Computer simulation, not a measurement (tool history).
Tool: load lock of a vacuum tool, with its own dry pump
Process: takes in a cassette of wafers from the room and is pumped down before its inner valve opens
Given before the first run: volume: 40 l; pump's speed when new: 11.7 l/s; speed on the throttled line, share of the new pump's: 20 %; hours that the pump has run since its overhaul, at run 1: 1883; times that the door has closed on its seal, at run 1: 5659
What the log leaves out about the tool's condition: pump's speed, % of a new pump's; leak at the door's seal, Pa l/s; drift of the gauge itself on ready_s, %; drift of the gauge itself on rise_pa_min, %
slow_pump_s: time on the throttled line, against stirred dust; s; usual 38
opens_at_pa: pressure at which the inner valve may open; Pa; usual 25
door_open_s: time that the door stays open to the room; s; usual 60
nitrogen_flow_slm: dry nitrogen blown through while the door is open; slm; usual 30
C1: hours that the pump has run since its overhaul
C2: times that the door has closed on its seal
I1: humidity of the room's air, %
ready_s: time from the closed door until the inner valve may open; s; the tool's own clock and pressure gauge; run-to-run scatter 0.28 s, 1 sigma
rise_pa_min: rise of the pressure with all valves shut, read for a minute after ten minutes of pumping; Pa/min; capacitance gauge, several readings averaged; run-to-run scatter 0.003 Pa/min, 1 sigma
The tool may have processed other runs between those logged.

run 1 day=0 | slow_pump_s=38 opens_at_pa=25 door_open_s=60 nitrogen_flow_slm=30 | C1=1883 C2=5659 | I1=47.4 | ready_s=59.4 rise_pa_min=0.038
run 2 day=8.212 | slow_pump_s=38 opens_at_pa=25 door_open_s=60 nitrogen_flow_slm=30 | C1=2080 C2=5918 | I1=43.8 | ready_s=59.3 rise_pa_min=0.031
run 3 day=15.821 | slow_pump_s=38 opens_at_pa=25 door_open_s=60 nitrogen_flow_slm=30 | C1=2263 C2=6158 | I1=43.7 | ready_s=59.9 rise_pa_min=0.034
run 4 day=20.367 | slow_pump_s=29 opens_at_pa=25 door_open_s=60 nitrogen_flow_slm=30 | C1=2372 C2=6302 | I1=47.4 | ready_s=52 rise_pa_min=0.04
run 5 day=25.892 | slow_pump_s=29 opens_at_pa=23 door_open_s=60 nitrogen_flow_slm=30 | C1=2504 C2=6476 | I1=46.4 | ready_s=52.6 rise_pa_min=0.036
run 6 day=34.188 | slow_pump_s=29 opens_at_pa=23 door_open_s=60 nitrogen_flow_slm=30 | C1=2703 C2=6738 | I1=46.5 | ready_s=52.5 rise_pa_min=0.037
run 7 day=40.154 | slow_pump_s=29 opens_at_pa=23 door_open_s=60 nitrogen_flow_slm=30 | C1=2847 C2=6926 | I1=46.4 | ready_s=52.7 rise_pa_min=0.036
run 8 day=44.508 | slow_pump_s=29 opens_at_pa=23 door_open_s=60 nitrogen_flow_slm=30 | C1=2951 C2=7063 | I1=43.2 | ready_s=52.9 rise_pa_min=0.036
run 9 day=51.742 | slow_pump_s=38 opens_at_pa=25 door_open_s=40 nitrogen_flow_slm=30 | C1=3125 C2=7292 | I1=46.9 | ready_s=59.8 rise_pa_min=0.033
run 10 day=60.154 | slow_pump_s=38 opens_at_pa=25 door_open_s=60 nitrogen_flow_slm=10 | C1=3327 C2=7557 | I1=44.6 | ready_s=59.2 rise_pa_min=0.06
run 11 day=64.471 | slow_pump_s=38 opens_at_pa=25 door_open_s=60 nitrogen_flow_slm=10 | C1=3430 C2=7693 | I1=46.3 | ready_s=59.2 rise_pa_min=0.067
run 12 day=71.458 | slow_pump_s=57 opens_at_pa=25 door_open_s=60 nitrogen_flow_slm=30 | C1=3598 C2=7914 | I1=43.9 | ready_s=75.1 rise_pa_min=0.038
run 13 day=76.688 | slow_pump_s=51 opens_at_pa=25 door_open_s=60 nitrogen_flow_slm=30 | C1=3723 C2=8079 | I1=47.4 | ready_s=69.8 rise_pa_min=0.034
run 14 day=83.333 | slow_pump_s=51 opens_at_pa=25 door_open_s=60 nitrogen_flow_slm=30 | C1=3883 C2=8289 | I1=40.1 | ready_s=70.2 rise_pa_min=0.034
run 15 day=90.179 | slow_pump_s=38 opens_at_pa=25 door_open_s=60 nitrogen_flow_slm=30 | C1=4047 C2=8505 | I1=44.1 | ready_s=60 rise_pa_min=0.035
run 16 day=97.496 | slow_pump_s=38 opens_at_pa=25 door_open_s=60 nitrogen_flow_slm=30 | C1=4223 C2=8735 | I1=44.3 | ready_s=59.3 rise_pa_min=0.036
run 17 day=103.442 | slow_pump_s=38 opens_at_pa=25 door_open_s=60 nitrogen_flow_slm=30 | C1=4366 C2=8923 | I1=48.9 | ready_s=59.6 rise_pa_min=0.044
run 18 day=111.117 | slow_pump_s=38 opens_at_pa=25 door_open_s=60 nitrogen_flow_slm=30 | C1=4550 C2=9165 | I1=44.3 | ready_s=59.6 rise_pa_min=0.036
run 19 day=115.479 | slow_pump_s=38 opens_at_pa=25 door_open_s=147 nitrogen_flow_slm=30 | C1=4655 C2=9303 | I1=43.6 | ready_s=59.3 rise_pa_min=0.052
run 20 day=122.333 | slow_pump_s=38 opens_at_pa=25 door_open_s=147 nitrogen_flow_slm=30 | C1=4819 C2=9519 | I1=47.8 | ready_s=59.7 rise_pa_min=0.051
run 21 day=130.238 | slow_pump_s=38 opens_at_pa=37 door_open_s=47 nitrogen_flow_slm=30 | C1=5009 C2=9769 | I1=41.7 | ready_s=58.3 rise_pa_min=0.039
run 22 day=134.054 | slow_pump_s=31 opens_at_pa=37 door_open_s=47 nitrogen_flow_slm=12 | C1=5100 C2=9889 | I1=44.2 | ready_s=52.9 rise_pa_min=0.049
run 23 day=139.712 | slow_pump_s=31 opens_at_pa=23 door_open_s=47 nitrogen_flow_slm=13 | C1=5236 C2=10068 | I1=48 | ready_s=54.2 rise_pa_min=0.055
run 24 day=145.683 | slow_pump_s=38 opens_at_pa=26 door_open_s=60 nitrogen_flow_slm=5 | C1=5379 C2=10256 | I1=46.7 | ready_s=60 rise_pa_min=0.071
run 25 day=153.417 | slow_pump_s=38 opens_at_pa=26 door_open_s=60 nitrogen_flow_slm=5 | C1=5565 C2=10500 | I1=46.2 | ready_s=59.5 rise_pa_min=0.077
run 26 day=158.767 | slow_pump_s=30 opens_at_pa=49 door_open_s=60 nitrogen_flow_slm=30 | C1=5693 C2=10669 | I1=45.5 | ready_s=51.4 rise_pa_min=0.042
run 27 day=165.533 | slow_pump_s=30 opens_at_pa=49 door_open_s=60 nitrogen_flow_slm=30 | C1=5856 C2=10882 | I1=44.7 | ready_s=51.5 rise_pa_min=0.038
run 28 day=172.646 | slow_pump_s=28 opens_at_pa=34 door_open_s=60 nitrogen_flow_slm=30 | C1=6027 C2=11107 | I1=47.5 | ready_s=50.9 rise_pa_min=0.039
run 29 day=177.808 | slow_pump_s=28 opens_at_pa=34 door_open_s=60 nitrogen_flow_slm=30 | C1=6150 C2=11270 | I1=43 | ready_s=51.3 rise_pa_min=0.039
run 30 day=186.675 | slow_pump_s=42 opens_at_pa=44 door_open_s=44 nitrogen_flow_slm=5 | C1=6363 C2=11549 | I1=43.7 | ready_s=60.8 rise_pa_min=0.068
run 31 day=191.029 | slow_pump_s=42 opens_at_pa=44 door_open_s=44 nitrogen_flow_slm=5 | C1=6468 C2=11687 | I1=43.5 | ready_s=61 rise_pa_min=0.062
run 32 day=196.675 | slow_pump_s=42 opens_at_pa=44 door_open_s=44 nitrogen_flow_slm=5 | C1=6603 C2=11865 | I1=45.5 | ready_s=61 rise_pa_min=0.07
run 33 day=205.371 | slow_pump_s=42 opens_at_pa=44 door_open_s=44 nitrogen_flow_slm=5 | C1=6812 C2=12139 | I1=43.5 | ready_s=61.5 rise_pa_min=0.064
run 34 day=212.171 | slow_pump_s=29 opens_at_pa=25 door_open_s=60 nitrogen_flow_slm=30 | C1=6975 C2=12354 | I1=46.3 | ready_s=53 rise_pa_min=0.043
run 35 day=220.938 | slow_pump_s=29 opens_at_pa=25 door_open_s=60 nitrogen_flow_slm=30 | C1=7186 C2=12631 | I1=40.2 | ready_s=53.4 rise_pa_min=0.038
run 36 day=227.767 | slow_pump_s=29 opens_at_pa=25 door_open_s=60 nitrogen_flow_slm=30 | C1=7349 C2=12846 | I1=43.5 | ready_s=53.2 rise_pa_min=0.04
run 37 day=235.754 | slow_pump_s=38 opens_at_pa=22 door_open_s=60 nitrogen_flow_slm=30 | C1=7541 C2=13098 | I1=45.8 | ready_s=60.2 rise_pa_min=0.044

Forecast each of these 4 alternatives for the next run:
run A day=242.746 | slow_pump_s=38 opens_at_pa=35 door_open_s=68 nitrogen_flow_slm=30 | C1=7709 C2=13319 | I1=44.3 | ready_s=? rise_pa_min=?
run B day=242.746 | slow_pump_s=38 opens_at_pa=39 door_open_s=60 nitrogen_flow_slm=30 | C1=7709 C2=13319 | I1=46.4 | ready_s=? rise_pa_min=?
run C day=242.746 | slow_pump_s=24 opens_at_pa=25 door_open_s=85 nitrogen_flow_slm=24 | C1=7709 C2=13319 | I1=43.2 | ready_s=? rise_pa_min=?
run D day=242.746 | slow_pump_s=27 opens_at_pa=22 door_open_s=58 nitrogen_flow_slm=30 | C1=7709 C2=13319 | I1=42.1 | ready_s=? rise_pa_min=?

run=A ready_s=58.9 rise_pa_min=0.046
run=B ready_s=58.7 rise_pa_min=0.041
run=C ready_s=49.1 rise_pa_min=0.049
run=D ready_s=51.6 rise_pa_min=0.037
Take away the tool's hidden state, keep each run's random variation, and the runs would have read:
run=A ready_s=57.7 rise_pa_min=0.031
run=B ready_s=57.6 rise_pa_min=0.027
run=C ready_s=47.7 rise_pa_min=0.035
run=D ready_s=50.2 rise_pa_min=0.023

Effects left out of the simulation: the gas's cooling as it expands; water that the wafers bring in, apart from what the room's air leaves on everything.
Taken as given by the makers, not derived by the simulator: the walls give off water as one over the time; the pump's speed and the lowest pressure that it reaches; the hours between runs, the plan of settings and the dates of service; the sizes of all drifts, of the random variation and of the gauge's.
